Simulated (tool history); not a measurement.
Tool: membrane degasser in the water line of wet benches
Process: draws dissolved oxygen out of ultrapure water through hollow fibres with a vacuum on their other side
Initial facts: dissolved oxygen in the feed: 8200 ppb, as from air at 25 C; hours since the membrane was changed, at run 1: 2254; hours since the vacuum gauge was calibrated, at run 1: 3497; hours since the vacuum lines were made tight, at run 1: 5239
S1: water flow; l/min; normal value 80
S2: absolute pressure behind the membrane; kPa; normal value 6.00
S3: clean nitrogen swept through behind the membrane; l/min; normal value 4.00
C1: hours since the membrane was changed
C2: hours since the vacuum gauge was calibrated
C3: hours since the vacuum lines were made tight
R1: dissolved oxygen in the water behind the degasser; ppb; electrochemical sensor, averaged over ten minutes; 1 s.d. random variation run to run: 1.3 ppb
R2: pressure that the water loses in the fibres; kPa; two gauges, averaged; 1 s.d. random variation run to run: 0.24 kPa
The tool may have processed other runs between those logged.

run     day  S1     S2    S3    C1    C2    C3     R1     R2
  1   0.000  80   6.00  4.00  2254  3497  5239  134.6  63.42
  2   5.408  80   6.00  4.00  2384  3627  5369  137.2  64.03
  3   9.196  80   6.00  4.14  2474  3718  5459  132.4  63.96
  4  14.862  80   6.00  4.00  2610  3854  5595  137.3  63.91
  5  21.554  80   6.00  4.00  2771  4015  5756  138.7  64.17
  6  29.142  80   6.00  4.00  2953  4197  5938  138.6  63.71
  7  35.204  80   6.00  5.37  3099  4342  6084  108.0  64.17
  8  39.567  80  14.99  4.00  3203  4447  6188  515.0  63.70
  9  44.571  80   3.91  4.00  3323  4567  6308   46.5  64.15
     44.962  -- vacuum gauge calibrated
 10  51.033  80   3.91  4.00  3478   146  6463   51.5  63.91
 11  58.754  80   4.92  3.08  3663   331  6648  118.0  64.62
 12  61.921  80   4.92  3.08  3739   407  6724  118.1  63.84
     63.554  -- seals of the vacuum lines changed
 13  67.367  59   7.18  6.28  3868   536    91   97.9  47.09
 14  72.958  61   5.97  4.00  4002   670   226  110.9  49.44
     79.304  -- vacuum gauge calibrated, once more
 15  80.654  57  11.43  1.73  4186    32   410  537.0  46.03
 16  85.004  57  11.43  1.73  4291   137   514  529.0  45.70

3 options for the next run, each taken on its own from the tool as it stands now. Forecast them:
  A  88.258  87   6.45  2.74  4369  215  592   ?   ?
  B  88.258  52  10.86  2.59  4369  215  592   ?   ?
  C  88.258  80  14.67  4.00  4369  215  592   ?   ?

run     R1     R2
  A  212.7  69.98
  B  322.7  42.09
  C  490.6  64.17
Take away the tool's hidden state, keep each run's random variation, and the runs would have read:
run     R1     R2
  A  212.2  68.28
  B  322.7  41.07
  C  490.1  62.60
